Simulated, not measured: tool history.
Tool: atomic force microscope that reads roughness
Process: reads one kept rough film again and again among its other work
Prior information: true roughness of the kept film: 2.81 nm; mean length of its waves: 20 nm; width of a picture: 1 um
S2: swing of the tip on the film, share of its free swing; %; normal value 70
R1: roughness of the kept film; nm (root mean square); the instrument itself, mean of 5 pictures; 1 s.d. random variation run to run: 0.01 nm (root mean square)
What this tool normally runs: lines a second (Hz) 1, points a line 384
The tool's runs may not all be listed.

{"run": 1, "hour": 0.0, "lines a second (Hz)": 1, "S2": 70, "points a line": 384, "R1": 2.285}
{"run": 2, "hour": 8.4, "lines a second (Hz)": 1, "S2": 70, "points a line": 384, "R1": 2.188}
{"run": 3, "hour": 17.3, "lines a second (Hz)": 1, "S2": 70, "points a line": 384, "R1": 2.085}
{"run": 4, "hour": 25.9, "lines a second (Hz)": 1, "S2": 70, "points a line": 384, "R1": 2.03}
{"run": 5, "hour": 34.0, "lines a second (Hz)": 1, "S2": 70, "points a line": 567, "R1": 1.961}
{"hour": 39.4, "done": "new tip fitted"}
{"run": 6, "hour": 39.5, "lines a second (Hz)": 1, "S2": 70, "points a line": 257, "R1": 2.287}
{"run": 7, "hour": 48.0, "lines a second (Hz)": 1, "S2": 70, "points a line": 405, "R1": 2.259}
{"run": 8, "hour": 57.6, "lines a second (Hz)": 1, "S2": 70, "points a line": 405, "R1": 2.127}
{"run": 9, "hour": 64.4, "lines a second (Hz)": 1, "S2": 70, "points a line": 405, "R1": 2.073}
{"run": 10, "hour": 70.5, "lines a second (Hz)": 1, "S2": 70, "points a line": 405, "R1": 2.021}
{"run": 11, "hour": 77.6, "lines a second (Hz)": 1, "S2": 70, "points a line": 514, "R1": 1.986}
{"hour": 87.4, "done": "new tip fitted"}
{"run": 12, "hour": 87.7, "lines a second (Hz)": 1, "S2": 67, "points a line": 384, "R1": 2.374}
{"run": 13, "hour": 94.7, "lines a second (Hz)": 1, "S2": 66, "points a line": 384, "R1": 2.306}
{"run": 14, "hour": 101.5, "lines a second (Hz)": 1, "S2": 66, "points a line": 384, "R1": 2.229}
{"run": 15, "hour": 106.8, "lines a second (Hz)": 1, "S2": 66, "points a line": 384, "R1": 2.183}
{"run": 16, "hour": 117.1, "lines a second (Hz)": 1, "S2": 66, "points a line": 384, "R1": 2.077}
{"run": 17, "hour": 126.4, "lines a second (Hz)": 1, "S2": 66, "points a line": 384, "R1": 1.986}
{"run": 18, "hour": 133.8, "lines a second (Hz)": 1.09, "S2": 70, "points a line": 384, "R1": 1.907}
{"hour": 136.1, "done": "new tip fitted"}
{"run": 19, "hour": 140.1, "lines a second (Hz)": 1.09, "S2": 70, "points a line": 384, "R1": 2.322}
{"run": 20, "hour": 147.8, "lines a second (Hz)": 1, "S2": 70, "points a line": 384, "R1": 2.254}
{"run": 21, "hour": 155.2, "lines a second (Hz)": 1.15, "S2": 81, "points a line": 384, "R1": 2.103}
{"run": 22, "hour": 162.8, "lines a second (Hz)": 1.15, "S2": 81, "points a line": 384, "R1": 2.045}

Run 23, settings as shown, results not yet in. Your forecast:
{"run": 23, "hour": 171.8, "lines a second (Hz)": 0.51, "S2": 70, "points a line": 425, "R1": "?"}

{"run 23": {"R1": 2.033}}
On a tool with no hidden condition, and with the same random variation, this run would have come out at R1 2.421 nm (root mean square).

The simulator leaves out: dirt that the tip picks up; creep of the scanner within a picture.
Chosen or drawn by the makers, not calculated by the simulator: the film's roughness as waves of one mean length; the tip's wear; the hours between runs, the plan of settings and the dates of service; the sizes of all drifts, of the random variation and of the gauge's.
